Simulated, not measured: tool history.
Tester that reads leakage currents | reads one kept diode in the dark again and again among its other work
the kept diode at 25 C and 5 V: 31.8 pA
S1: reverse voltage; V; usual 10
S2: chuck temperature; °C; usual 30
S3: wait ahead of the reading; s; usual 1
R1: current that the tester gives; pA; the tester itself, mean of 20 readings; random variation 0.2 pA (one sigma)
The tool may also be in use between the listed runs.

{"run": 1, "day": 0.0, "S1": 10, "S2": 30, "S3": 1, "R1": 62.9}
{"run": 2, "day": 1.138, "S1": 10, "S2": 30, "S3": 1, "R1": 62.59}
{"run": 3, "day": 3.221, "S1": 10, "S2": 30, "S3": 0.76, "R1": 63.8}
{"run": 4, "day": 4.204, "S1": 10, "S2": 30, "S3": 0.76, "R1": 63.41}
{"run": 5, "day": 6.208, "S1": 10, "S2": 30, "S3": 1, "R1": 62.22}
{"run": 6, "day": 7.679, "S1": 10, "S2": 30, "S3": 1, "R1": 62.02}
{"run": 7, "day": 9.346, "S1": 10, "S2": 30, "S3": 1, "R1": 61.73}
{"run": 8, "day": 10.538, "S1": 7.5, "S2": 30, "S3": 1, "R1": 55.84}
{"run": 9, "day": 11.783, "S1": 7.5, "S2": 30, "S3": 1, "R1": 56.05}
{"run": 10, "day": 12.946, "S1": 7.5, "S2": 30, "S3": 1, "R1": 55.74}
{"run": 11, "day": 14.812, "S1": 10, "S2": 30, "S3": 1, "R1": 61.27}
{"run": 12, "day": 17.2, "S1": 10, "S2": 30, "S3": 1, "R1": 60.73}
{"day": 17.479, "done": "tester calibrated"}
{"run": 13, "day": 18.946, "S1": 10, "S2": 30, "S3": 1, "R1": 60.84}
{"run": 14, "day": 21.054, "S1": 10, "S2": 30, "S3": 1, "R1": 60.55}
{"run": 15, "day": 22.171, "S1": 10, "S2": 30, "S3": 1, "R1": 60.81}
{"run": 16, "day": 24.321, "S1": 10, "S2": 54, "S3": 1, "R1": 435.18}
{"run": 17, "day": 26.212, "S1": 10, "S2": 54, "S3": 1, "R1": 432.9}
{"run": 18, "day": 27.879, "S1": 15.8, "S2": 54, "S3": 1, "R1": 499}
{"run": 19, "day": 29.104, "S1": 10, "S2": 24, "S3": 1, "R1": 36.6}
{"day": 30.404, "done": "tester calibrated, once more"}
{"run": 20, "day": 31.104, "S1": 10, "S2": 24, "S3": 1, "R1": 36.2}
{"run": 21, "day": 32.875, "S1": 10, "S2": 24, "S3": 1, "R1": 36.24}
{"run": 22, "day": 34.575, "S1": 10, "S2": 24, "S3": 1, "R1": 36.25}
{"run": 23, "day": 35.704, "S1": 1.5, "S2": 24, "S3": 1.36, "R1": 17.89}
{"run": 24, "day": 36.975, "S1": 1.5, "S2": 24, "S3": 1.36, "R1": 17.84}
{"run": 25, "day": 39.3, "S1": 1.1, "S2": 42, "S3": 2.19, "R1": 79.21}
{"run": 26, "day": 41.475, "S1": 2.2, "S2": 53, "S3": 6.15, "R1": 241.66}
{"run": 27, "day": 43.9, "S1": 10, "S2": 38, "S3": 1.41, "R1": 113.72}
{"day": 44.192, "done": "chuck's temperature calibrated"}
{"run": 28, "day": 45.2, "S1": 10, "S2": 44, "S3": 1.69, "R1": 213.92}
{"run": 29, "day": 46.754, "S1": 14.5, "S2": 24, "S3": 1.69, "R1": 45.97}
{"run": 30, "day": 47.988, "S1": 2, "S2": 37, "S3": 4.16, "R1": 71.53}
{"run": 31, "day": 49.208, "S1": 2, "S2": 37, "S3": 4.16, "R1": 70.92}
{"run": 32, "day": 51.288, "S1": 10, "S2": 30, "S3": 6.42, "R1": 64.3}
{"run": 33, "day": 52.262, "S1": 10, "S2": 30, "S3": 6.42, "R1": 63.89}
{"run": 34, "day": 53.3, "S1": 10, "S2": 57, "S3": 0.44, "R1": 597.19}
{"run": 35, "day": 54.879, "S1": 10, "S2": 22, "S3": 1.31, "R1": 34.21}
{"run": 36, "day": 56.383, "S1": 5.9, "S2": 22, "S3": 1.31, "R1": 27.48}
{"run": 37, "day": 58.067, "S1": 5.9, "S2": 22, "S3": 1.31, "R1": 27.4}
{"run": 38, "day": 60.304, "S1": 2.1, "S2": 48, "S3": 0.64, "R1": 177.02}
{"run": 39, "day": 61.617, "S1": 2.1, "S2": 48, "S3": 0.64, "R1": 176.74}
{"run": 40, "day": 63.312, "S1": 5.4, "S2": 47, "S3": 6.05, "R1": 215.77}

The same runs without the tool's hidden state, with the same run-to-run variation:
The hidden state here: stray current of the dirty probe card, pA a volt; current scale over the true one, %; true chuck temperature over the reading, C; drift of the gauge itself on leakage_pa, %.
run=1 R1=66.09
run=2 R1=65.88
run=3 R1=67.32
run=4 R1=67.01
run=5 R1=66.02
run=6 R1=65.95
run=7 R1=65.84
run=8 R1=59.82
run=9 R1=60.17
run=10 R1=59.96
run=11 R1=65.9
run=12 R1=65.55
run=13 R1=65.82
run=14 R1=65.71
run=15 R1=66.1
run=16 R1=478.78
run=17 R1=478.01
run=18 R1=552.09
run=19 R1=39.47
run=20 R1=39.17
run=21 R1=39.26
run=22 R1=39.33
run=23 R1=20.44
run=24 R1=20.42
run=25 R1=91.08
run=26 R1=276.73
run=27 R1=129.83
run=28 R1=213.28
run=29 R1=42.97
run=30 R1=72.12
run=31 R1=71.72
run=32 R1=63.14
run=33 R1=62.83
run=34 R1=609.04
run=35 R1=32.38
run=36 R1=26.72
run=37 R1=26.7
run=38 R1=183.76
run=39 R1=183.94
run=40 R1=224.59
